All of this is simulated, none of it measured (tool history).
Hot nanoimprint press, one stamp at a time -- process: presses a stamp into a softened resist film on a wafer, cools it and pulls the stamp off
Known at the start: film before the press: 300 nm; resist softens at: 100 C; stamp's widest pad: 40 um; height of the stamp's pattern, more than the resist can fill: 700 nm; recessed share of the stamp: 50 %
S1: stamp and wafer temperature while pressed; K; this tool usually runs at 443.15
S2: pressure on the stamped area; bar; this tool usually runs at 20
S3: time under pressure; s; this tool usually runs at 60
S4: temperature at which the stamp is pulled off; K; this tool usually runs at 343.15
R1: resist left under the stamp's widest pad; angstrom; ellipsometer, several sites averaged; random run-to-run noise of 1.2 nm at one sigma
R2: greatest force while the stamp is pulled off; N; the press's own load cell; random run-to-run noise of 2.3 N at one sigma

run,day,S1,S2,S3,S4,R1,R2
1,0,443.15,20,60,343.15,1771,101
2,0.35,443.15,20,60,343.15,1784,107
3,0.662,443.15,20,60,343.15,1782,101
4,1,443.15,20,30,343.15,2140,102
5,1.404,443.15,20,30,343.15,2168,104
6,1.625,443.15,20,60,343.15,1781,104
7,1.996,438.15,20,60,343.15,2175,104
8,2.362,443.15,20,60,330.15,1763,116
9,2.712,443.15,20,57,330.15,1797,120
10,2.896,443.15,20,57,330.15,1790,121
11,3.258,443.15,23.4,60,343.15,1658,104
12,3.688,443.15,20,75,343.15,1644,101
13,3.933,443.15,13.7,47,343.15,2139,107
14,4.358,451.15,14.7,60,337.15,1373,107
15,4.775,448.15,20,60,343.15,1396,103
16,5.008,443.15,12.4,87,343.15,1845,104
17,5.192,443.15,13.9,87,335.15,1810,111
18,5.496,443.15,29.2,87,335.15,1337,116
19,5.883,439.15,20,60,336.15,2112,111
20,6.283,439.15,20,60,336.15,2094,115
21,6.65,439.15,20,60,336.15,2123,107
22,7.017,439.15,20,60,336.15,2105,115
23,7.404,439.15,20,60,336.15,2100,110
24,7.633,439.15,20,60,336.15,2092,115

Consider 4 possible next runs. They are alternatives, not a sequence: every one starts from the tool as it was left by run 24. What does each give?
A,7.971,439.15,20,38,336.15,?,?
B,7.971,439.15,23.9,64,336.15,?,?
C,7.971,443.15,24.1,35,344.15,?,?
D,7.971,434.15,12.7,60,343.15,?,?

run,R1,R2
A,2327,116
B,1930,112
C,1942,104
D,2642,98
Stripped of hidden state, with their random variation kept, the same runs would have yielded:
run,R1,R2
A,2324,114
B,1927,111
C,1938,103
D,2640,97

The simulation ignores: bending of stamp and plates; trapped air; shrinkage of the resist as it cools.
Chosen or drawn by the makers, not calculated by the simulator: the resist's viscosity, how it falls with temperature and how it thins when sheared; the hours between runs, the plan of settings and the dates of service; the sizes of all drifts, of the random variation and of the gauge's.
